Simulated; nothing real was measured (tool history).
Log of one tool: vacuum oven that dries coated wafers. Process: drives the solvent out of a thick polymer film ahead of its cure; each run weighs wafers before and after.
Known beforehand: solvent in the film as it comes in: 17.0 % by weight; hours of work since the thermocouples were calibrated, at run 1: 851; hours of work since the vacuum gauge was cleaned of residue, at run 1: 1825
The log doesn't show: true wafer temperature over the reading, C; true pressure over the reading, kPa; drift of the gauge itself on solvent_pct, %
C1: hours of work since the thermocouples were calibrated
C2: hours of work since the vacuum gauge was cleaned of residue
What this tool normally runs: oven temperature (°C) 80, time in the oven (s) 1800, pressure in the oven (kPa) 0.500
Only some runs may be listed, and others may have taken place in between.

Run 1, hour 0.0: usual settings; C1 851; C2 1825. Result: solvent left in the film (%) 1.22.
Run 2, hour 95.8: usual settings; C1 909; C2 1882. Result: solvent left in the film (%) 1.19.
Run 3, hour 213.3: usual settings; C1 979; C2 1953. Result: solvent left in the film (%) 1.17.
Run 4, hour 270.0: usual settings but oven temperature (°C) 82; C1 1013; C2 1987. Result: solvent left in the film (%) 1.02.
Run 5, hour 382.6: usual settings but oven temperature (°C) 87; C1 1081; C2 2054. Result: solvent left in the film (%) 0.64.
Run 6, hour 462.3: usual settings but pressure in the oven (kPa) 0.374; C1 1129; C2 2102. Result: solvent left in the film (%) 1.18.
At hour 499.6: oven's thermocouples calibrated.
Run 7, hour 514.4: usual settings but pressure in the oven (kPa) 0.374; C1 9; C2 2132. Result: solvent left in the film (%) 1.05.
Run 8, hour 585.1: usual settings but time in the oven (s) 1260, pressure in the oven (kPa) 0.374; C1 51; C2 2174. Result: solvent left in the film (%) 2.05.
Run 9, hour 655.4: usual settings but time in the oven (s) 960, pressure in the oven (kPa) 0.374; C1 93; C2 2217. Result: solvent left in the film (%) 3.14.
At hour 682.0: oven's thermocouples calibrated, once more.
Run 10, hour 729.0: usual settings but time in the oven (s) 960, pressure in the oven (kPa) 0.374; C1 28; C2 2260. Result: solvent left in the film (%) 3.59.
Run 11, hour 782.9: usual settings but time in the oven (s) 960, pressure in the oven (kPa) 0.374; C1 60; C2 2292. Result: solvent left in the film (%) 3.57.
Run 12, hour 889.7: usual settings but time in the oven (s) 960, pressure in the oven (kPa) 0.374; C1 125; C2 2356. Result: solvent left in the film (%) 3.57.
Run 13, hour 1012.4: usual settings but time in the oven (s) 960, pressure in the oven (kPa) 0.374; C1 198; C2 2430. Result: solvent left in the film (%) 3.55.
Run 14, hour 1065.7: usual settings but pressure in the oven (kPa) 1.146; C1 230; C2 2462. Result: solvent left in the film (%) 1.60.
At hour 1159.7: vacuum gauge cleaned of residue and calibrated.
Run 15, hour 1184.9: usual settings but pressure in the oven (kPa) 1.146; C1 301; C2 15. Result: solvent left in the film (%) 1.26.
Run 16, hour 1274.9: usual settings but pressure in the oven (kPa) 1.146; C1 355; C2 69. Result: solvent left in the film (%) 1.23.
Run 17, hour 1389.6: usual settings but pressure in the oven (kPa) 1.146; C1 424; C2 138. Result: solvent left in the film (%) 1.26.
Run 18, hour 1482.8: usual settings but pressure in the oven (kPa) 1.146; C1 480; C2 194. Result: solvent left in the film (%) 1.26.
Run 19, hour 1576.9: usual settings but pressure in the oven (kPa) 1.146; C1 536; C2 250. Result: solvent left in the film (%) 1.19.
Run 20, hour 1674.4: usual settings but pressure in the oven (kPa) 0.694; C1 595; C2 309. Result: solvent left in the film (%) 1.08.
Run 21, hour 1759.9: usual settings but pressure in the oven (kPa) 0.694; C1 646; C2 360. Result: solvent left in the film (%) 1.09.
Run 22, hour 1845.2: usual settings; C1 697; C2 411. Result: solvent left in the film (%) 1.03.
Run 23, hour 1956.6: usual settings but time in the oven (s) 1920; C1 764; C2 478. Result: solvent left in the film (%) 0.89.
Run 24, hour 2064.3: usual settings but time in the oven (s) 1920; C1 829; C2 543. Result: solvent left in the film (%) 0.87.
Run 25, hour 2155.9: usual settings but oven temperature (°C) 82, time in the oven (s) 2880, pressure in the oven (kPa) 0.320; C1 884; C2 598. Result: solvent left in the film (%) 0.30.
Run 26, hour 2236.9: usual settings but pressure in the oven (kPa) 0.483; C1 932; C2 646. Result: solvent left in the film (%) 0.98.
Run 27, hour 2323.0: usual settings but oven temperature (°C) 77, pressure in the oven (kPa) 0.488; C1 984; C2 698. Result: solvent left in the film (%) 1.35.
Run 28, hour 2378.0: usual settings but oven temperature (°C) 88, pressure in the oven (kPa) 0.688; C1 1017; C2 731. Result: solvent left in the film (%) 0.46.
Run 29, hour 2485.5: usual settings but oven temperature (°C) 68, pressure in the oven (kPa) 0.916; C1 1081; C2 796. Result: solvent left in the film (%) 3.01.
Run 30, hour 2560.2: usual settings but oven temperature (°C) 68, pressure in the oven (kPa) 0.916; C1 1126; C2 840. Result: solvent left in the film (%) 2.96.
At hour 2601.8: oven's thermocouples calibrated.
Run 31, hour 2667.2: usual settings but oven temperature (°C) 68, time in the oven (s) 1500, pressure in the oven (kPa) 1.010; C1 39; C2 903. Result: solvent left in the film (%) 4.27.
Run 32, hour 2773.3: usual settings but oven temperature (°C) 86, time in the oven (s) 960; C1 103; C2 967. Result: solvent left in the film (%) 2.37.
Run 33, hour 2857.2: usual settings but oven temperature (°C) 72, time in the oven (s) 960, pressure in the oven (kPa) 0.420; C1 153; C2 1017. Result: solvent left in the film (%) 5.22.
Run 34, hour 2970.1: usual settings but oven temperature (°C) 91, time in the oven (s) 2100, pressure in the oven (kPa) 0.272; C1 221; C2 1085. Result: solvent left in the film (%) 0.25.
Run 35, hour 3076.1: usual settings but oven temperature (°C) 91, time in the oven (s) 2100, pressure in the oven (kPa) 0.272; C1 285; C2 1149. Result: solvent left in the film (%) 0.25.
Run 36, hour 3169.6: usual settings but oven temperature (°C) 78, time in the oven (s) 1860; C1 341; C2 1205. Result: solvent left in the film (%) 1.37.
Run 37, hour 3243.3: usual settings but oven temperature (°C) 78, time in the oven (s) 1860; C1 385; C2 1249. Result: solvent left in the film (%) 1.42.
Run 38, hour 3333.7: usual settings but oven temperature (°C) 78, time in the oven (s) 1860; C1 439; C2 1303. Result: solvent left in the film (%) 1.36.
Run 39, hour 3439.1: usual settings but oven temperature (°C) 85, time in the oven (s) 1320, pressure in the oven (kPa) 0.832; C1 502; C2 1367. Result: solvent left in the film (%) 1.50.
Run 40, hour 3523.8: usual settings but oven temperature (°C) 76, time in the oven (s) 2280; C1 553; C2 1417. Result: solvent left in the film (%) 1.12.
Run 41, hour 3622.9: usual settings but oven temperature (°C) 76, time in the oven (s) 2280; C1 613; C2 1477. Result: solvent left in the film (%) 1.12.
Run 42, hour 3689.6: usual settings but oven temperature (°C) 76, time in the oven (s) 2280; C1 653; C2 1517. Result: solvent left in the film (%) 1.12.
Run 43, hour 3775.3: usual settings but oven temperature (°C) 78, time in the oven (s) 2520; C1 704; C2 1568. Result: solvent left in the film (%) 0.79.
Run 44, hour 3830.7: usual settings but oven temperature (°C) 78, time in the oven (s) 2520; C1 737; C2 1602. Result: solvent left in the film (%) 0.81.
Run 45, hour 3944.8: usual settings but time in the oven (s) 1860; C1 806; C2 1670. Result: solvent left in the film (%) 1.09.
Run 46, hour 4043.9: usual settings but time in the oven (s) 3000, pressure in the oven (kPa) 0.557; C1 865; C2 1730. Result: solvent left in the film (%) 0.54.

Per-run results on a tool with no hidden state, each run keeping its own random variation:
run  solvent left in the film (%)
  1                          1.12
  2                          1.09
  3                          1.07
  4                          0.92
  5                          0.53
  6                          1.08
  7                          1.00
  8                          2.17
  9                          3.37
 10                          3.37
 11                          3.35
 12                          3.37
 13                          3.36
 14                          1.33
 15                          1.34
 16                          1.31
 17                          1.35
 18                          1.34
 19                          1.27
 20                          1.16
 21                          1.17
 22                          1.11
 23                          0.95
 24                          0.93
 25                          0.26
 26                          1.06
 27                          1.47
 28                          0.48
 29                          3.24
 30                          3.19
 31                          4.08
 32                          2.29
 33                          5.10
 34                          0.15
 35                          0.14
 36                          1.24
 37                          1.29
 38                          1.23
 39                          1.44
 40                          0.96
 41                          0.97
 42                          0.96
 43                          0.61
 44                          0.63
 45                          0.98
 46                          0.33
